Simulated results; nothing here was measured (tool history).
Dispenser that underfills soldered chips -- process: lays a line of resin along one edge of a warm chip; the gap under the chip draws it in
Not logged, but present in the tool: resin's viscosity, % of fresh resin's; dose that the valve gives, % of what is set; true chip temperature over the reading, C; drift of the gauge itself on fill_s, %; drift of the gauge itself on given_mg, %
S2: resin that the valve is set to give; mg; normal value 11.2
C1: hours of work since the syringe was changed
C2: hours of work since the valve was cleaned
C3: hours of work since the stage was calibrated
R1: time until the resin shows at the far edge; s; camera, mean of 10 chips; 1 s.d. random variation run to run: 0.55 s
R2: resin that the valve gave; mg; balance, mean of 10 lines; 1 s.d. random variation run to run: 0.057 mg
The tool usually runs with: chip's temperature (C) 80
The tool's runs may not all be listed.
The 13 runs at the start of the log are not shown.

run 14 day=2.2 | chip's_temperature_(C)=80 S2=11.2 | C1=8 C2=47 C3=154 | R1=90.7 R2=10.66
run 15 day=2.342 | chip's_temperature_(C)=80 S2=11.1 | C1=10 C2=49 C3=157 | R1=107 R2=10.48
-- day=2.458 new syringe of resin
run 16 day=2.462 | chip's_temperature_(C)=80 S2=11.1 | C1=0 C2=51 C3=158 | R1=47.9 R2=10.57
run 17 day=2.583 | chip's_temperature_(C)=87 S2=11.2 | C1=2 C2=52 C3=160 | R1=39.7 R2=10.53
run 18 day=2.758 | chip's_temperature_(C)=87 S2=11.2 | C1=5 C2=55 C3=163 | R1=49.3 R2=10.58
run 19 day=2.971 | chip's_temperature_(C)=67 S2=13.4 | C1=8 C2=58 C3=166 | R1=170.8 R2=12.73
run 20 day=3.071 | chip's_temperature_(C)=85 S2=12.5 | C1=9 C2=60 C3=168 | R1=78.2 R2=11.78
-- day=3.208 new syringe of resin
run 21 day=3.321 | chip's_temperature_(C)=90 S2=11.4 | C1=2 C2=64 C3=171 | R1=35 R2=10.77
run 22 day=3.546 | chip's_temperature_(C)=90 S2=11.4 | C1=5 C2=67 C3=175 | R1=45.5 R2=10.57
run 23 day=3.762 | chip's_temperature_(C)=82 S2=11.2 | C1=9 C2=70 C3=178 | R1=90.1 R2=10.53
run 24 day=3.912 | chip's_temperature_(C)=82 S2=11.2 | C1=11 C2=73 C3=180 | R1=106.6 R2=10.42
-- day=3.95 new syringe of resin
run 25 day=4.158 | chip's_temperature_(C)=77 S2=13.7 | C1=3 C2=76 C3=184 | R1=69.9 R2=12.67
run 26 day=4.333 | chip's_temperature_(C)=93 S2=10 | C1=6 C2=79 C3=187 | R1=44.6 R2=9.15
run 27 day=4.55 | chip's_temperature_(C)=93 S2=10 | C1=9 C2=82 C3=190 | R1=58 R2=9.27
run 28 day=4.654 | chip's_temperature_(C)=93 S2=10 | C1=11 C2=84 C3=192 | R1=67.1 R2=9.15
-- day=4.683 new syringe of resin
run 29 day=4.808 | chip's_temperature_(C)=93 S2=10 | C1=2 C2=86 C3=194 | R1=32.5 R2=9.16
run 30 day=4.967 | chip's_temperature_(C)=93 S2=10 | C1=4 C2=89 C3=196 | R1=40.3 R2=9.1
run 31 day=5.208 | chip's_temperature_(C)=68 S2=10 | C1=8 C2=92 C3=200 | R1=181.7 R2=9.05
run 32 day=5.321 | chip's_temperature_(C)=68 S2=10 | C1=10 C2=94 C3=202 | R1=209.1 R2=9.06
-- day=5.429 new syringe of resin
run 33 day=5.538 | chip's_temperature_(C)=85 S2=10 | C1=2 C2=97 C3=205 | R1=46.4 R2=9.1
run 34 day=5.696 | chip's_temperature_(C)=85 S2=10 | C1=4 C2=100 C3=207 | R1=55.8 R2=9.07
run 35 day=5.792 | chip's_temperature_(C)=77 S2=11.9 | C1=6 C2=101 C3=209 | R1=89.3 R2=10.73
run 36 day=5.925 | chip's_temperature_(C)=75 S2=11.1 | C1=8 C2=103 C3=211 | R1=117.3 R2=10

Consider 5 possible next runs. They are alternatives, not a sequence: every one starts from the tool as it was left by run 36. What does each give?
run A day=6.062 | chip's_temperature_(C)=67 S2=9.6 | C1=10 C2=105 C3=213 | R1=? R2=?
run B day=6.062 | chip's_temperature_(C)=67 S2=14.5 | C1=10 C2=105 C3=213 | R1=? R2=?
run C day=6.062 | chip's_temperature_(C)=67 S2=11.1 | C1=10 C2=105 C3=213 | R1=? R2=?
run D day=6.062 | chip's_temperature_(C)=71 S2=12.8 | C1=10 C2=105 C3=213 | R1=? R2=?
run E day=6.062 | chip's_temperature_(C)=68 S2=12.2 | C1=10 C2=105 C3=213 | R1=? R2=?

run=A R1=219.2 R2=8.59
run=B R1=199.4 R2=13.03
run=C R1=206.9 R2=10.04
run=D R1=164.4 R2=11.47
run=E R1=194.7 R2=10.97
The same runs, with their run-to-run variation unchanged, on a tool lacking any hidden condition would have given:
run=A R1=91.4 R2=9.57
run=B R1=85.7 R2=14.5
run=C R1=87.6 R2=11.17
run=D R1=70.7 R2=12.76
run=E R1=83.3 R2=12.21
